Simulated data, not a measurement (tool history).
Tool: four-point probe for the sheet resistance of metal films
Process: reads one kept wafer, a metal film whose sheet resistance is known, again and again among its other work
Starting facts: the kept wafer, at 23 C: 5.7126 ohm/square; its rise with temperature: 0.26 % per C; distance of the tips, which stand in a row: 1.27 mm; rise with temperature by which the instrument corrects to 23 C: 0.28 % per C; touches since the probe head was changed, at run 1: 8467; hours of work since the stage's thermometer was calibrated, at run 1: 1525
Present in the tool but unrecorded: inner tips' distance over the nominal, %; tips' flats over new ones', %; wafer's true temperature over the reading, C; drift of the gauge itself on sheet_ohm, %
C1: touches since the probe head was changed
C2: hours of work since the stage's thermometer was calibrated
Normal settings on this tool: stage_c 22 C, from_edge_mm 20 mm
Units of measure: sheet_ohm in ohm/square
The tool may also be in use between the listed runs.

{"run": 1, "hour": 0.0, "stage_c": 22, "from_edge_mm": 20, "C1": 8467, "C2": 1525, "sheet_ohm": 5.742729}
{"run": 2, "hour": 12.0, "stage_c": 33, "from_edge_mm": 20, "C1": 8660, "C2": 1532, "sheet_ohm": 5.730855}
{"run": 3, "hour": 31.2, "stage_c": 22, "from_edge_mm": 20, "C1": 8970, "C2": 1544, "sheet_ohm": 5.74264}
{"run": 4, "hour": 55.4, "stage_c": 22, "from_edge_mm": 20, "C1": 9360, "C2": 1558, "sheet_ohm": 5.743435}
{"run": 5, "hour": 79.2, "stage_c": 22, "from_edge_mm": 20, "C1": 9744, "C2": 1573, "sheet_ohm": 5.743919}
{"run": 6, "hour": 106.9, "stage_c": 22, "from_edge_mm": 15, "C1": 10190, "C2": 1589, "sheet_ohm": 5.753594}
{"run": 7, "hour": 127.2, "stage_c": 22, "from_edge_mm": 15, "C1": 10517, "C2": 1602, "sheet_ohm": 5.753247}
{"run": 8, "hour": 139.8, "stage_c": 22, "from_edge_mm": 15, "C1": 10720, "C2": 1609, "sheet_ohm": 5.753028}
{"run": 9, "hour": 158.6, "stage_c": 22, "from_edge_mm": 4, "C1": 11022, "C2": 1621, "sheet_ohm": 6.025202}
{"run": 10, "hour": 185.6, "stage_c": 22, "from_edge_mm": 4, "C1": 11458, "C2": 1637, "sheet_ohm": 6.025953}
{"run": 11, "hour": 212.7, "stage_c": 22, "from_edge_mm": 20, "C1": 11894, "C2": 1654, "sheet_ohm": 5.745809}
{"run": 12, "hour": 235.8, "stage_c": 22, "from_edge_mm": 20, "C1": 12267, "C2": 1668, "sheet_ohm": 5.743222}
{"run": 13, "hour": 249.7, "stage_c": 19, "from_edge_mm": 4, "C1": 12490, "C2": 1676, "sheet_ohm": 6.030266}
{"run": 14, "hour": 269.4, "stage_c": 20, "from_edge_mm": 25, "C1": 12807, "C2": 1688, "sheet_ohm": 5.740724}
{"run": 15, "hour": 290.5, "stage_c": 20, "from_edge_mm": 25, "C1": 13147, "C2": 1701, "sheet_ohm": 5.742965}
{"run": 16, "hour": 313.6, "stage_c": 32, "from_edge_mm": 21, "C1": 13519, "C2": 1715, "sheet_ohm": 5.734123}
{"run": 17, "hour": 329.1, "stage_c": 32, "from_edge_mm": 21, "C1": 13769, "C2": 1724, "sheet_ohm": 5.735252}
{"run": 18, "hour": 350.6, "stage_c": 32, "from_edge_mm": 22, "C1": 14115, "C2": 1737, "sheet_ohm": 5.73232}
{"run": 19, "hour": 365.8, "stage_c": 20, "from_edge_mm": 15, "C1": 14361, "C2": 1746, "sheet_ohm": 5.758633}
{"run": 20, "hour": 386.4, "stage_c": 20, "from_edge_mm": 15, "C1": 14692, "C2": 1759, "sheet_ohm": 5.754402}
{"run": 21, "hour": 401.5, "stage_c": 29, "from_edge_mm": 3, "C1": 14936, "C2": 1768, "sheet_ohm": 6.226403}
{"run": 22, "hour": 424.3, "stage_c": 29, "from_edge_mm": 3, "C1": 15304, "C2": 1782, "sheet_ohm": 6.22748}
{"run": 23, "hour": 449.1, "stage_c": 29, "from_edge_mm": 3, "C1": 15703, "C2": 1797, "sheet_ohm": 6.226332}

Measured result minus the same run's result without the hidden state. Both carry the same run-to-run variation, though not necessarily the same gauge scatter:
run=1 sheet_ohm=+0.016678
run=2 sheet_ohm=+0.016473
run=3 sheet_ohm=+0.016960
run=4 sheet_ohm=+0.017190
run=5 sheet_ohm=+0.017428
run=6 sheet_ohm=+0.017716
run=7 sheet_ohm=+0.017900
run=8 sheet_ohm=+0.018020
run=9 sheet_ohm=+0.019018
run=10 sheet_ohm=+0.019294
run=11 sheet_ohm=+0.018688
run=12 sheet_ohm=+0.018888
run=13 sheet_ohm=+0.020022
run=14 sheet_ohm=+0.019241
run=15 sheet_ohm=+0.019452
run=16 sheet_ohm=+0.019309
run=17 sheet_ohm=+0.019464
run=18 sheet_ohm=+0.019645
run=19 sheet_ohm=+0.020212
run=20 sheet_ohm=+0.020390
run=21 sheet_ohm=+0.021851
run=22 sheet_ohm=+0.022077
run=23 sheet_ohm=+0.022323
